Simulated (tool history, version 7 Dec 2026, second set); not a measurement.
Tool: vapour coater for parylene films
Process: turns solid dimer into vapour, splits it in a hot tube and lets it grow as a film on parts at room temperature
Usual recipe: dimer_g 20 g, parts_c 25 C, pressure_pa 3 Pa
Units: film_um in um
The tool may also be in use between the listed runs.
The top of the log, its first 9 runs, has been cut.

run   hour  dimer_g  parts_c  pressure_pa  film_um
 10  388.9       20       25            3      3.8
 11  447.6       20       25            3     3.79
 12  482.1       20       25            3     3.76
 13  534.6       20       25            3     3.76
 14  575.5       20       25            3     3.74
       594  -- trap's valve overhauled
 15  624.6       20       25            3     3.97
 16    658       20       25            3     4.01
 17  694.4       20       25         3.94     3.81
 18  728.7       20       25         3.94     3.86
 19  769.2       20       25         3.94     3.76
 20  819.2       20       25         3.94     3.78
 21  866.3       20       25         3.31     3.88

What will run 22 give?
 22  910.5       19       36        10.77        ?

Run 22 yielded film_um 2.5 um.
Without the tool's hidden state the same run would have given film_um 2.53 um.

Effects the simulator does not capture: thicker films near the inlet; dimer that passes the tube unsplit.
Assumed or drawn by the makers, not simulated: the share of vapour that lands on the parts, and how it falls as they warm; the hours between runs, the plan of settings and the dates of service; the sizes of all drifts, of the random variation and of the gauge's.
